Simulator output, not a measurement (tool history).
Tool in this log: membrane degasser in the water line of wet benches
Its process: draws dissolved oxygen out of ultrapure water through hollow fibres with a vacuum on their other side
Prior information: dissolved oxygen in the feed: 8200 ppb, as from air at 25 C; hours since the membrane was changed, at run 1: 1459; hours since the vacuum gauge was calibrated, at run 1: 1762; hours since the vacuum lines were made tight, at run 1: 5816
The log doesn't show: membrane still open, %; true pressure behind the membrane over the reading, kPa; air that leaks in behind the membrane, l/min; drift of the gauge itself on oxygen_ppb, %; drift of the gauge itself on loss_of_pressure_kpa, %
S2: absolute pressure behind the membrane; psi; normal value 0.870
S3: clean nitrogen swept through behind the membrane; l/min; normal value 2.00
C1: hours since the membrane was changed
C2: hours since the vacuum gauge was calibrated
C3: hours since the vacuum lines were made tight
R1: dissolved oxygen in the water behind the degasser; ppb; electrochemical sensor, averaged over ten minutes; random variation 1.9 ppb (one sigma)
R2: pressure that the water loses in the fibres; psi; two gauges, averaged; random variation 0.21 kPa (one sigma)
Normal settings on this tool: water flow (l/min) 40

{"run": 1, "day": 0.0, "water flow (l/min)": 40, "S2": 0.87, "S3": 2.0, "C1": 1459, "C2": 1762, "C3": 5816, "R1": 182.2, "R2": 6.991}
{"run": 2, "day": 8.892, "water flow (l/min)": 40, "S2": 0.87, "S3": 2.0, "C1": 1673, "C2": 1975, "C3": 6030, "R1": 181.0, "R2": 6.975}
{"run": 3, "day": 13.321, "water flow (l/min)": 40, "S2": 0.87, "S3": 2.0, "C1": 1779, "C2": 2081, "C3": 6136, "R1": 185.5, "R2": 7.002}
{"run": 4, "day": 20.346, "water flow (l/min)": 40, "S2": 0.957, "S3": 2.0, "C1": 1947, "C2": 2250, "C3": 6304, "R1": 210.2, "R2": 6.912}
{"run": 5, "day": 25.117, "water flow (l/min)": 40, "S2": 0.957, "S3": 2.0, "C1": 2062, "C2": 2364, "C3": 6419, "R1": 206.0, "R2": 6.972}
{"run": 6, "day": 29.942, "water flow (l/min)": 40, "S2": 0.87, "S3": 2.0, "C1": 2178, "C2": 2480, "C3": 6535, "R1": 184.6, "R2": 6.96}
{"run": 7, "day": 34.021, "water flow (l/min)": 40, "S2": 0.769, "S3": 2.0, "C1": 2276, "C2": 2578, "C3": 6633, "R1": 155.6, "R2": 6.912}
{"run": 8, "day": 40.012, "water flow (l/min)": 40, "S2": 0.728, "S3": 2.0, "C1": 2419, "C2": 2722, "C3": 6776, "R1": 142.5, "R2": 6.936}
{"run": 9, "day": 46.712, "water flow (l/min)": 40, "S2": 0.728, "S3": 2.0, "C1": 2580, "C2": 2883, "C3": 6937, "R1": 142.4, "R2": 6.942}
{"run": 10, "day": 55.908, "water flow (l/min)": 40, "S2": 0.728, "S3": 2.0, "C1": 2801, "C2": 3103, "C3": 7158, "R1": 141.2, "R2": 6.937}
{"run": 11, "day": 65.383, "water flow (l/min)": 40, "S2": 1.523, "S3": 2.0, "C1": 3028, "C2": 3331, "C3": 7385, "R1": 380.5, "R2": 6.947}
{"run": 12, "day": 72.729, "water flow (l/min)": 40, "S2": 1.523, "S3": 2.0, "C1": 3205, "C2": 3507, "C3": 7562, "R1": 372.8, "R2": 6.899}
{"run": 13, "day": 81.692, "water flow (l/min)": 40, "S2": 1.523, "S3": 2.0, "C1": 3420, "C2": 3722, "C3": 7777, "R1": 371.8, "R2": 6.91}
{"run": 14, "day": 89.242, "water flow (l/min)": 40, "S2": 1.523, "S3": 2.0, "C1": 3601, "C2": 3903, "C3": 7958, "R1": 365.8, "R2": 6.881}
{"run": 15, "day": 96.567, "water flow (l/min)": 34, "S2": 1.414, "S3": 2.52, "C1": 3777, "C2": 4079, "C3": 8134, "R1": 230.6, "R2": 5.884}
{"run": 16, "day": 101.333, "water flow (l/min)": 40, "S2": 0.571, "S3": 2.0, "C1": 3891, "C2": 4194, "C3": 8248, "R1": 94.2, "R2": 6.901}
{"run": 17, "day": 109.279, "water flow (l/min)": 40, "S2": 0.571, "S3": 2.0, "C1": 4082, "C2": 4384, "C3": 8439, "R1": 94.3, "R2": 6.837}
{"run": 18, "day": 117.771, "water flow (l/min)": 55, "S2": 0.87, "S3": 4.68, "C1": 4286, "C2": 4588, "C3": 8643, "R1": 246.4, "R2": 9.409}
{"run": 19, "day": 125.2, "water flow (l/min)": 40, "S2": 0.78, "S3": 5.4, "C1": 4464, "C2": 4766, "C3": 8821, "R1": 101.3, "R2": 6.865}
{"day": 128.346, "done": "seals of the vacuum lines changed"}
{"run": 20, "day": 131.633, "water flow (l/min)": 53, "S2": 0.87, "S3": 1.68, "C1": 4616, "C2": 4919, "C3": 79, "R1": 337.8, "R2": 9.026}
{"run": 21, "day": 139.55, "water flow (l/min)": 33, "S2": 0.837, "S3": 2.27, "C1": 4806, "C2": 5109, "C3": 269, "R1": 116.0, "R2": 5.651}
{"run": 22, "day": 146.767, "water flow (l/min)": 33, "S2": 0.58, "S3": 4.49, "C1": 4979, "C2": 5282, "C3": 442, "R1": 44.0, "R2": 5.588}
{"run": 23, "day": 155.383, "water flow (l/min)": 50, "S2": 0.892, "S3": 4.17, "C1": 5186, "C2": 5489, "C3": 649, "R1": 210.9, "R2": 8.501}
{"run": 24, "day": 161.5, "water flow (l/min)": 50, "S2": 0.892, "S3": 4.17, "C1": 5333, "C2": 5635, "C3": 796, "R1": 209.7, "R2": 8.461}
{"run": 25, "day": 169.442, "water flow (l/min)": 50, "S2": 0.892, "S3": 4.17, "C1": 5524, "C2": 5826, "C3": 986, "R1": 208.3, "R2": 8.427}
{"run": 26, "day": 177.917, "water flow (l/min)": 40, "S2": 0.624, "S3": 2.0, "C1": 5727, "C2": 6030, "C3": 1190, "R1": 110.4, "R2": 6.781}
{"day": 183.079, "done": "gauge calibrated"}
{"run": 27, "day": 184.079, "water flow (l/min)": 60, "S2": 0.989, "S3": 3.72, "C1": 5875, "C2": 6177, "C3": 1338, "R1": 349.8, "R2": 10.449}
{"run": 28, "day": 193.438, "water flow (l/min)": 40, "S2": 0.87, "S3": 1.12, "C1": 6100, "C2": 6402, "C3": 1562, "R1": 261.8, "R2": 6.968}

Predict each of these 5 candidate next runs independently; none follows another, all start after run 28:
{"run": "A", "day": 202.871, "water flow (l/min)": 26, "S2": 0.87, "S3": 5.44, "C1": 6326, "C2": 6628, "C3": 1789, "R1": "?", "R2": "?"}
{"run": "B", "day": 202.871, "water flow (l/min)": 40, "S2": 0.714, "S3": 1.12, "C1": 6326, "C2": 6628, "C3": 1789, "R1": "?", "R2": "?"}
{"run": "C", "day": 202.871, "water flow (l/min)": 44, "S2": 0.87, "S3": 1.12, "C1": 6326, "C2": 6628, "C3": 1789, "R1": "?", "R2": "?"}
{"run": "D", "day": 202.871, "water flow (l/min)": 40, "S2": 0.87, "S3": 6.0, "C1": 6326, "C2": 6628, "C3": 1789, "R1": "?", "R2": "?"}
{"run": "E", "day": 202.871, "water flow (l/min)": 56, "S2": 0.87, "S3": 1.39, "C1": 6326, "C2": 6628, "C3": 1789, "R1": "?", "R2": "?"}

run=A R1=42.8 R2=4.492
run=B R1=190.4 R2=6.988
run=C R1=300.2 R2=7.630
run=D R1=105.4 R2=6.911
run=E R1=392.1 R2=9.729
With the hidden condition removed and each run's random variation left untouched, the same runs would have given:
run=A R1=42.7 R2=4.503
run=B R1=190.0 R2=7.007
run=C R1=299.7 R2=7.651
run=D R1=105.2 R2=6.930
run=E R1=391.5 R2=9.755

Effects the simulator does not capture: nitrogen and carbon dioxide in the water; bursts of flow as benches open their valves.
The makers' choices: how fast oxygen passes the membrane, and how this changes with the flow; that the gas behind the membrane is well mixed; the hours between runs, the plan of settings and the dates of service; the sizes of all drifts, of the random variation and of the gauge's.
